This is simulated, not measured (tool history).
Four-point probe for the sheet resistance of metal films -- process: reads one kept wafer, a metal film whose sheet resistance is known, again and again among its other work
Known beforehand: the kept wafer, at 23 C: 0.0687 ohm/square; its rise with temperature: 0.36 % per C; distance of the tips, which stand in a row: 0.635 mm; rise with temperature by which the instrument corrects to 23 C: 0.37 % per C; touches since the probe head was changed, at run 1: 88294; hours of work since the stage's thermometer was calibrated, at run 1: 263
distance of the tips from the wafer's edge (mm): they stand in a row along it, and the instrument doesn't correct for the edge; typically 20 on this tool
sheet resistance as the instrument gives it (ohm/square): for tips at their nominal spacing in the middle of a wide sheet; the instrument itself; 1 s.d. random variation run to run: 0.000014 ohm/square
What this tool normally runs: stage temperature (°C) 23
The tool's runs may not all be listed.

| run | day | stage temperature (°C) | distance of the tips from the wafer's edge (mm) | touches since the probe head was changed | hours of work since the stage's thermometer was calibrated | sheet resistance as the instrument gives it (ohm/square) |
|---|---|---|---|---|---|---|
| 1 | 0.000 | 23 | 20 | 88294 | 263 | 0.068689 |
| 2 | 1.275 | 27 | 20 | 89514 | 278 | 0.068681 |
| 3 | 2.417 | 27 | 20 | 90607 | 290 | 0.068691 |
| 4 | 3.704 | 27 | 20 | 91837 | 305 | 0.068691 |
| 5 | 4.333 | 27 | 20 | 92438 | 312 | 0.068693 |
| 6 | 4.879 | 27 | 20 | 92960 | 318 | 0.068690 |
| 7 | 6.050 | 27 | 20 | 94076 | 331 | 0.068698 |
| 8 | 6.688 | 21 | 20 | 94687 | 338 | 0.068722 |
| 9 | 7.712 | 21 | 20 | 95668 | 349 | 0.068736 |
| 10 | 8.442 | 21 | 20 | 96364 | 357 | 0.068709 |
| 11 | 9.400 | 21 | 20 | 97282 | 368 | 0.068723 |
| 12 | 10.133 | 21 | 20 | 97982 | 376 | 0.068709 |
| 13 | 11.225 | 19 | 20 | 99026 | 388 | 0.068752 |
| 14 | 11.875 | 23 | 13 | 99649 | 395 | 0.068763 |
| 15 | 12.812 | 23 | 13 | 100542 | 406 | 0.068788 |
| 16 | 13.850 | 23 | 13 | 101536 | 417 | 0.068772 |
| 17 | 14.883 | 23 | 13 | 102522 | 429 | 0.068773 |
| 18 | 15.854 | 23 | 13 | 103449 | 440 | 0.068782 |
| 19 | 16.429 | 23 | 20 | 103999 | 446 | 0.068744 |
| 20 | 17.067 | 23 | 20 | 104611 | 453 | 0.068745 |
| 21 | 17.746 | 23 | 20 | 105260 | 461 | 0.068748 |
| 22 | 18.367 | 23 | 20 | 105852 | 467 | 0.068705 |
| 23 | 19.525 | 23 | 20 | 106961 | 480 | 0.068738 |
| 24 | 20.538 | 24 | 7 | 107929 | 492 | 0.069013 |
| 25 | 21.762 | 30 | 41 | 109099 | 505 | 0.068717 |
| 26 | 22.783 | 23 | 9 | 110076 | 517 | 0.068903 |
| 27 | 23.675 | 28 | 11 | 110929 | 526 | 0.068822 |
| 28 | 24.562 | 28 | 8 | 111778 | 536 | 0.068912 |
| 29 | 25.100 | 23 | 74 | 112290 | 542 | 0.068732 |
| 30 | 26.279 | 23 | 74 | 113417 | 555 | 0.068695 |
| 31 | 27.562 | 23 | 14 | 114644 | 570 | 0.068811 |
| 32 | 28.308 | 23 | 14 | 115358 | 578 | 0.068813 |
| 33 | 28.954 | 21 | 62 | 115976 | 585 | 0.068757 |
| 34 | 29.838 | 21 | 62 | 116819 | 595 | 0.068755 |
| 35 | 30.658 | 31 | 62 | 117605 | 604 | 0.068688 |
| 36 | 31.871 | 21 | 31 | 118764 | 618 | 0.068783 |
| 37 | 32.604 | 18 | 42 | 119466 | 626 | 0.068769 |
| 38 | 33.479 | 18 | 42 | 120302 | 635 | 0.068764 |
| 39 | 34.283 | 20 | 11 | 121068 | 644 | 0.068897 |
| 40 | 35.050 | 29 | 4 | 121803 | 653 | 0.069647 |
| 41 | 36.117 | 29 | 4 | 122823 | 665 | 0.069648 |
| 42 | 36.833 | 20 | 3 | 123509 | 673 | 0.070386 |
| 43 | 37.842 | 32 | 4 | 124472 | 684 | 0.069660 |
| 44 | 38.942 | 25 | 11 | 125523 | 696 | 0.068881 |
| 45 | 39.542 | 25 | 11 | 126095 | 703 | 0.068888 |

Consider 3 possible next runs. They are alternatives, not a sequence: every one starts from the tool as it was left by run 45. What does each give?
| A | 40.729 | 23 | 8 | 127233 | 716 | ? |
| B | 40.729 | 25 | 19 | 127233 | 716 | ? |
| C | 40.729 | 18 | 20 | 127233 | 716 | ? |

| run | sheet resistance as the instrument gives it (ohm/square) |
|---|---|
| A | 0.068974 |
| B | 0.068789 |
| C | 0.068830 |
What these runs would have given with no unlogged condition in the tool:
| run | sheet resistance as the instrument gives it (ohm/square) |
|---|---|
| A | 0.068908 |
| B | 0.068723 |
| C | 0.068763 |
